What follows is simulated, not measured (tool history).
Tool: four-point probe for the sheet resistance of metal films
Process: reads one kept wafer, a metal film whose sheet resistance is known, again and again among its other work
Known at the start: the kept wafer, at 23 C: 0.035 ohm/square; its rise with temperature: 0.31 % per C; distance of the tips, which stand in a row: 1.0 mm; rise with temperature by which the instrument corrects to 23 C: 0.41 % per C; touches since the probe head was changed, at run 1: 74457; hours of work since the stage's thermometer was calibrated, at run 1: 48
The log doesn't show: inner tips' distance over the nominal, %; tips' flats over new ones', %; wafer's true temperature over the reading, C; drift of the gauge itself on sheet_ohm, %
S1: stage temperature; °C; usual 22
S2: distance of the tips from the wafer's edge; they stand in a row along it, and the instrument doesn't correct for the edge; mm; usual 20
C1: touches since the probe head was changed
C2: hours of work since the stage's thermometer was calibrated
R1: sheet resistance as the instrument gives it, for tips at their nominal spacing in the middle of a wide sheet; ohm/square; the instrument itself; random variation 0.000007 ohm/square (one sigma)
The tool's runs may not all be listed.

run 1 hour=0 | S1=22 S2=20 | C1=74457 C2=48 | R1=0.035618
run 2 hour=9.4 | S1=19 S2=20 | C1=74818 C2=53 | R1=0.035731
run 3 hour=24.4 | S1=19 S2=20 | C1=75393 C2=62 | R1=0.035716
run 4 hour=40.9 | S1=19 S2=20 | C1=76028 C2=72 | R1=0.035731
run 5 hour=53.6 | S1=22 S2=20 | C1=76518 C2=79 | R1=0.035621
run 6 hour=61.2 | S1=22 S2=4 | C1=76810 C2=83 | R1=0.036743
run 7 hour=71.7 | S1=22 S2=3 | C1=77210 C2=89 | R1=0.037584
run 8 hour=87.2 | S1=33 S2=20 | C1=77809 C2=98 | R1=0.035231
run 9 hour=95.7 | S1=33 S2=5 | C1=78135 C2=103 | R1=0.035944
run 10 hour=103.9 | S1=33 S2=7 | C1=78448 C2=108 | R1=0.035582
run 11 hour=111.6 | S1=33 S2=7 | C1=78746 C2=112 | R1=0.035587
run 12 hour=126.9 | S1=33 S2=7 | C1=79332 C2=121 | R1=0.035582
run 13 hour=138.4 | S1=33 S2=7 | C1=79776 C2=127 | R1=0.03559
run 14 hour=154 | S1=33 S2=7 | C1=80376 C2=136 | R1=0.035581
run 15 hour=169 | S1=33 S2=7 | C1=80950 C2=145 | R1=0.035593
run 16 hour=177 | S1=22 S2=20 | C1=81260 C2=149 | R1=0.035651
run 17 hour=193 | S1=22 S2=20 | C1=81873 C2=159 | R1=0.035641
run 18 hour=210.2 | S1=22 S2=36 | C1=82535 C2=168 | R1=0.035615
run 19 hour=227.8 | S1=22 S2=20 | C1=83210 C2=179 | R1=0.035646
run 20 hour=241.8 | S1=22 S2=20 | C1=83749 C2=187 | R1=0.035651
run 21 hour=252.9 | S1=22 S2=7 | C1=84176 C2=193 | R1=0.036006
run 22 hour=266.3 | S1=22 S2=7 | C1=84691 C2=201 | R1=0.035985
run 23 hour=283.1 | S1=22 S2=10 | C1=85335 C2=210 | R1=0.035809
run 24 hour=296.1 | S1=22 S2=10 | C1=85834 C2=218 | R1=0.035806
run 25 hour=309 | S1=29 S2=27 | C1=86331 C2=225 | R1=0.035392
run 26 hour=320.8 | S1=29 S2=27 | C1=86784 C2=232 | R1=0.035408
run 27 hour=330.2 | S1=29 S2=27 | C1=87146 C2=237 | R1=0.035393
run 28 hour=344.6 | S1=22 S2=28 | C1=87701 C2=245 | R1=0.035656
run 29 hour=355.5 | S1=35 S2=6 | C1=88118 C2=252 | R1=0.035693
run 30 hour=373.8 | S1=22 S2=30 | C1=88821 C2=262 | R1=0.035652
-- hour=375.7 stage's thermometer calibrated
run 31 hour=392.9 | S1=34 S2=4 | C1=89538 C2=10 | R1=0.036345
run 32 hour=406.6 | S1=23 S2=74 | C1=90063 C2=18 | R1=0.035606
run 33 hour=415.5 | S1=23 S2=20 | C1=90404 C2=23 | R1=0.035645
run 34 hour=426.6 | S1=33 S2=20 | C1=90831 C2=29 | R1=0.035287
run 35 hour=441.6 | S1=33 S2=20 | C1=91409 C2=38 | R1=0.035282
run 36 hour=451.5 | S1=33 S2=20 | C1=91788 C2=43 | R1=0.035285
run 37 hour=463.4 | S1=33 S2=20 | C1=92246 C2=50 | R1=0.035298
run 38 hour=475.5 | S1=33 S2=20 | C1=92709 C2=57 | R1=0.0353
-- hour=481.6 new probe head fitted
-- hour=484.5 stage's thermometer calibrated, once more
run 39 hour=493.6 | S1=33 S2=20 | C1=442 C2=5 | R1=0.034504
run 40 hour=503.4 | S1=33 S2=20 | C1=821 C2=11 | R1=0.034493
run 41 hour=519.2 | S1=21 S2=5 | C1=1427 C2=20 | R1=0.035602
run 42 hour=528.5 | S1=21 S2=5 | C1=1785 C2=25 | R1=0.03561

The next listed run, before its measurement:
run 43 hour=544.2 | S1=21 S2=5 | C1=2387 C2=34 | R1=?

{"run 43": {"R1": 0.035607}}
Without the tool's hidden state the same run would have given R1 0.035807 ohm/square.
